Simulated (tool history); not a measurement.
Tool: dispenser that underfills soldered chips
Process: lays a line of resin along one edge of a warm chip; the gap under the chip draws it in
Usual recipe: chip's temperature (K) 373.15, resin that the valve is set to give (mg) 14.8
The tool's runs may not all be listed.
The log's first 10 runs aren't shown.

run,hour,chip's temperature (K),resin that the valve is set to give (mg),hours of work since the syringe was changed,hours of work since the valve was cleaned,hours of work since the stage was calibrated,time until the resin shows at the far edge (s),resin that the valve gave (mg)
11,83.3,373.15,14.8,8,66,305,19.8,13.86
# hour 84.4: new syringe of resin
12,88.9,373.15,14.8,3,70,309,14.9,13.86
# hour 95.5: new syringe of resin
13,96.2,373.15,14.8,1,75,314,12.9,13.86
14,105.1,373.15,14.8,7,82,321,20.1,13.6
# hour 107.1: new syringe of resin
15,111.1,365.15,14.8,3,87,325,20.3,13.71
# hour 119: new syringe of resin
16,119,365.15,18.7,0,92,331,15.6,17.01
17,124.2,365.15,18.7,4,96,335,21.4,17.05
# hour 130.4: new syringe of resin
18,134.2,365.15,15.7,3,104,343,19.9,14.07
# hour 141.1: stage's temperature calibrated
# hour 142.8: new syringe of resin
19,144.3,365.15,18.6,1,111,2,16.3,16.65
20,152.8,362.15,18.9,8,117,9,28.9,16.8
# hour 153.9: new syringe of resin
21,161.2,373.15,13.3,6,123,15,18,11.75
# hour 165.3: new syringe of resin
22,167.3,380.15,14.8,2,128,19,9.8,12.97
23,173.9,363.15,19.1,7,133,24,25.7,16.87
# hour 177.3: new syringe of resin
24,180.4,371.15,14.8,2,138,29,15.1,12.89
25,185.8,386.15,14.1,7,142,33,11.6,12.21
# hour 188.6: new syringe of resin
26,191,363.15,13.8,2,145,37,19.9,11.96
# hour 193.6: dispensing valve cleaned and set on the balance
27,200,363.15,13.8,8,5,43,29,13.68
# hour 201.1: new syringe of resin
28,207.4,363.15,13.8,5,10,49,24.2,13.72
# hour 212.6: new syringe of resin
29,216.5,376.15,13.5,3,17,55,13.2,13.29
# hour 223.8: new syringe of resin
30,223.8,373.15,18.4,0,22,61,11.3,18.06
31,232.8,373.15,18.4,7,29,67,18,17.92
# hour 235.2: new syringe of resin
32,240.4,369.15,14.7,4,35,73,17.8,14.32
# hour 246.5: new syringe of resin
33,247.3,371.15,18.2,1,40,78,13.1,17.6
34,252.3,365.15,18.1,4,44,82,20.5,17.49

4 ways to go on from here, each from the tool as it stands after run 34. What would each give?
# hour 257.8: new syringe of resin
A,258.6,373.15,16.1,1,48,87,?,?
# hour 257.8: new syringe of resin
B,258.6,383.15,16.9,1,48,87,?,?
# hour 257.8: new syringe of resin
C,258.6,384.15,14.9,1,48,87,?,?
# hour 257.8: new syringe of resin
D,258.6,358.15,14.8,1,48,87,?,?

run,time until the resin shows at the far edge (s),resin that the valve gave (mg)
A,12.5,15.45
B,8.7,16.25
C,8.4,14.28
D,22.5,14.16
With no hidden state in the tool, these same runs would have given:
run,time until the resin shows at the far edge (s),resin that the valve gave (mg)
A,11.6,16.11
B,8.1,16.94
C,7.8,14.88
D,20.8,14.76
